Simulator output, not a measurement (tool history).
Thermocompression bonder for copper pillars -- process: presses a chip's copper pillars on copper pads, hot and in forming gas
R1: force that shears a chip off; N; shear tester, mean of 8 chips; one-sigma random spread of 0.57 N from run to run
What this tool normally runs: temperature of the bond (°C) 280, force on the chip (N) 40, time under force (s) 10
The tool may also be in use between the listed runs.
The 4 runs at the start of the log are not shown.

Run 5, hour 69.0: usual settings. Result: R1 58.3 N.
Run 6, hour 79.9: usual settings but temperature of the bond (°C) 297. Result: R1 65.9 N.
Run 7, hour 93.5: usual settings. Result: R1 58.6 N.
Run 8, hour 115.2: usual settings. Result: R1 57.8 N.
Run 9, hour 131.4: usual settings. Result: R1 58.1 N.
Run 10, hour 145.1: usual settings. Result: R1 57.8 N.
Run 11, hour 157.0: usual settings. Result: R1 58.2 N.
Run 12, hour 174.7: usual settings. Result: R1 58.5 N.
Run 13, hour 191.2: usual settings. Result: R1 58.3 N.
Run 14, hour 206.5: usual settings but time under force (s) 7. Result: R1 51.2 N.
At hour 210.4: heater calibrated with a thermocouple chip.
Run 15, hour 225.1: usual settings but force on the chip (N) 58. Result: R1 73.6 N.
At hour 229.3: force cell calibrated.
Run 16, hour 241.6: usual settings but force on the chip (N) 58. Result: R1 71.8 N.
Run 17, hour 254.7: usual settings. Result: R1 54.7 N.
Run 18, hour 264.3: usual settings but force on the chip (N) 24. Result: R1 33.4 N.
At hour 283.4: heater calibrated with a thermocouple chip, once more.
Run 19, hour 283.4: usual settings but force on the chip (N) 24. Result: R1 32.1 N.
Run 20, hour 294.0: usual settings but force on the chip (N) 24. Result: R1 33.0 N.
Run 21, hour 309.1: usual settings but force on the chip (N) 24. Result: R1 32.0 N.
Run 22, hour 324.0: usual settings but temperature of the bond (°C) 291, force on the chip (N) 34, time under force (s) 9. Result: R1 49.1 N.

What will run 23 give?
Run 23, hour 341.2: usual settings but temperature of the bond (°C) 300, force on the chip (N) 32, time under force (s) 23. Result: R1 ?.

{"run 23": {"R1": 65.1}}
With the hidden condition absent and the run-to-run variation left alone, this run would have shown R1 69.2 N.
